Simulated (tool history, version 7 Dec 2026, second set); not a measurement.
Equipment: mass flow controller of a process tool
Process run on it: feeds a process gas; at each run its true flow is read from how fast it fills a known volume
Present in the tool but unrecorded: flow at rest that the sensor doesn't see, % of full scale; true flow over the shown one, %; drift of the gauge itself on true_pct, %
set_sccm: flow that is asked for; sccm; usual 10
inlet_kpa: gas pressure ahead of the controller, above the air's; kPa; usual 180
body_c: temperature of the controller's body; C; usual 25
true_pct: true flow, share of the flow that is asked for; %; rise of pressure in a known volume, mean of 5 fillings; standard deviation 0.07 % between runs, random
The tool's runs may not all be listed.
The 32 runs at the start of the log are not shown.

run    hour  set_sccm  inlet_kpa  body_c  hours of work since the controller was set to zero  hours of work since the controller was changed  true_pct
     3726.1  -- controller's zero set anew, once more
 33  3809.0         8        253      31                                                  56                                            3590     98.23
 34  3892.6         6        182      25                                                 113                                            3647     98.05
 35  4071.8         6        182      25                                                 235                                            3769     97.97
 36  4202.3         9        180      25                                                 324                                            3858     98.25
 37  4352.7        15        146      25                                                 426                                            3960     98.66
 38  4464.5        10        197      25                                                 502                                            4036     97.99
 39  4571.2        10        197      25                                                 575                                            4109     97.98
 40  4740.1         2        198      38                                                 690                                            4224     96.67
 41  4887.2         2        198      38                                                 790                                            4324     96.62
 42  5002.4         2        178      38                                                 868                                            4402     96.47
 43  5184.7         2        178      38                                                 992                                            4526     96.11
 44  5365.2         2        165      21                                                1115                                            4649     95.54
 45  5461.1        19        256      21                                                1180                                            4714     98.25
 46  5551.9        12        246      21                                                1242                                            4776     97.74

Consider 5 possible next runs. They are alternatives, not a sequence: every one starts from the tool as it was left by run 46. What does each give?
  A  5671.6        10        180      28                                                1324                                            4857         ?
  B  5671.6        12        246      36                                                1324                                            4857         ?
  C  5671.6        12        212      21                                                1324                                            4857         ?
  D  5671.6        12        277      21                                                1324                                            4857         ?
  E  5671.6        12        191      21                                                1324                                            4857         ?

run  true_pct
  A     97.65
  B     98.16
  C     97.71
  D     97.59
  E     97.58
With the hidden condition removed and each run's random variation left untouched, the same runs would have given:
run  true_pct
  A     99.40
  B     99.83
  C     99.38
  D     99.26
  E     99.26
